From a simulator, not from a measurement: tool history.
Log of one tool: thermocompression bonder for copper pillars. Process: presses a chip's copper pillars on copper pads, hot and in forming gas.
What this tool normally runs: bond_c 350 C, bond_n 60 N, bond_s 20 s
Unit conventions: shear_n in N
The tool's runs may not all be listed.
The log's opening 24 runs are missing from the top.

Run 25, hour 976.2: usual settings but bond_c 359 C, bond_n 67 N, bond_s 12 s. Result: shear_n 68.6 N.
Run 26, hour 1003.3: usual settings but bond_c 347 C, bond_n 65 N, bond_s 58 s. Result: shear_n 86.1 N.
Run 27, hour 1040.5: usual settings but bond_c 347 C, bond_n 65 N, bond_s 58 s. Result: shear_n 84.9 N.
Run 28, hour 1071.6: usual settings. Result: shear_n 66.2 N.
At hour 1088.9: forming gas filter changed.
Run 29, hour 1097.3: usual settings but bond_c 355 C, bond_n 39 N, bond_s 54 s. Result: shear_n 78.3 N.
Run 30, hour 1152.5: usual settings but bond_c 327 C, bond_n 75 N, bond_s 29 s. Result: shear_n 72.0 N.
Run 31, hour 1195.8: usual settings but bond_n 47 N, bond_s 19 s. Result: shear_n 60.7 N.
Run 32, hour 1252.5: usual settings but bond_n 47 N, bond_s 19 s. Result: shear_n 59.0 N.
Run 33, hour 1278.3: usual settings but bond_c 332 C, bond_n 47 N. Result: shear_n 49.4 N.
Run 34, hour 1324.0: usual settings but bond_c 353 C, bond_n 47 N, bond_s 22 s. Result: shear_n 61.7 N.
At hour 1365.1: forming gas filter changed.
Run 35, hour 1371.5: usual settings but bond_c 353 C, bond_n 47 N, bond_s 22 s. Result: shear_n 67.4 N.
Run 36, hour 1412.0: usual settings but bond_c 353 C, bond_n 47 N, bond_s 22 s. Result: shear_n 66.7 N.
Run 37, hour 1450.7: usual settings but bond_c 353 C, bond_n 47 N, bond_s 22 s. Result: shear_n 66.0 N.
Run 38, hour 1480.4: usual settings but bond_c 343 C, bond_n 74 N, bond_s 15 s. Result: shear_n 69.2 N.
Run 39, hour 1513.1: usual settings but bond_c 356 C. Result: shear_n 73.6 N.

Below are 4 alternative next runs, each starting from the tool's condition after run 39. Predict each:
Run A, hour 1556.9: usual settings but bond_c 356 C, bond_n 69 N, bond_s 21 s. Result: shear_n ?.
Run B, hour 1556.9: usual settings but bond_c 329 C. Result: shear_n ?.
Run C, hour 1556.9: usual settings but bond_c 376 C, bond_s 15 s. Result: shear_n ?.
Run D, hour 1556.9: usual settings but bond_c 356 C, bond_n 62 N, bond_s 38 s. Result: shear_n ?.

run  shear_n
  A     77.6
  B     57.8
  C     77.2
  D     82.8
What these runs would have given with no unlogged condition in the tool:
run  shear_n
  A     82.0
  B     60.4
  C     81.6
  D     87.7

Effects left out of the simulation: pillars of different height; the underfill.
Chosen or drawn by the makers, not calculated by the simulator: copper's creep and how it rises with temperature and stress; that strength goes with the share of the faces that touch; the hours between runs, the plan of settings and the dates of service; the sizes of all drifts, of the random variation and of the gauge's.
